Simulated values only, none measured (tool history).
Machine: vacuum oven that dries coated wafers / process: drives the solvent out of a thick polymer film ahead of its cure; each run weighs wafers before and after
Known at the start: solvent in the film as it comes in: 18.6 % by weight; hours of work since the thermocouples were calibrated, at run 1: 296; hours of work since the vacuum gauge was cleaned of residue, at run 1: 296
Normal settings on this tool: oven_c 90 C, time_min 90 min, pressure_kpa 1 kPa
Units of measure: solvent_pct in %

run   hour  oven_c  time_min  pressure_kpa  hours of work since the thermocouples were calibrated  hours of work since the vacuum gauge was cleaned of residue  solvent_pct
  1      0      90        90             1                                                    296                                                          296         1.23
  2   15.8      90        90             1                                                    307                                                          307         1.18
  3   40.1      90        90          2.47                                                    324                                                          324         1.86
  4   56.7      90        90          0.61                                                    336                                                          336         1.03
  5   80.7      90        90             1                                                    353                                                          353         1.14
  6  100.6      90        90             1                                                    367                                                          367         1.23
  7  122.2      90        90             1                                                    382                                                          382         1.19
  8  149.5      90        74             1                                                    401                                                          401          1.7
  9  164.6      90        47             1                                                    412                                                          412         3.54
 10  186.5      90        47             1                                                    427                                                          427         3.58
 11  210.8      90       146             1                                                    444                                                          444         0.58
 12  230.6     103        50          0.96                                                    458                                                          458         0.49
       235  -- oven's thermocouples calibrated
 13  244.8     103        62           2.3                                                      7                                                          467         0.75
 14    274     101        57          1.34                                                     27                                                          487         0.62
 15  295.1     100        57          1.34                                                     42                                                          502         0.71
 16  315.6      90        73             1                                                     57                                                          516         1.79
 17  334.1      87        90           2.6                                                     70                                                          529         2.69
     348.6  -- oven's thermocouples calibrated, once more
 18  351.3      87        90           2.6                                                      2                                                          540         2.66
 19  364.1      90        90          1.64                                                     11                                                          549         1.52

Run by run, hidden condition taken away, random variation retained:
The hidden state here: true wafer temperature over the reading, C; true pressure over the reading, kPa; drift of the gauge itself on solvent_pct, %.
run  solvent_pct
  1         1.25
  2          1.2
  3         1.87
  4         1.04
  5         1.15
  6         1.23
  7         1.19
  8         1.71
  9         3.55
 10         3.59
 11         0.56
 12         0.48
 13         0.74
 14          0.6
 15         0.69
 16         1.76
 17         2.66
 18         2.65
 19          1.5
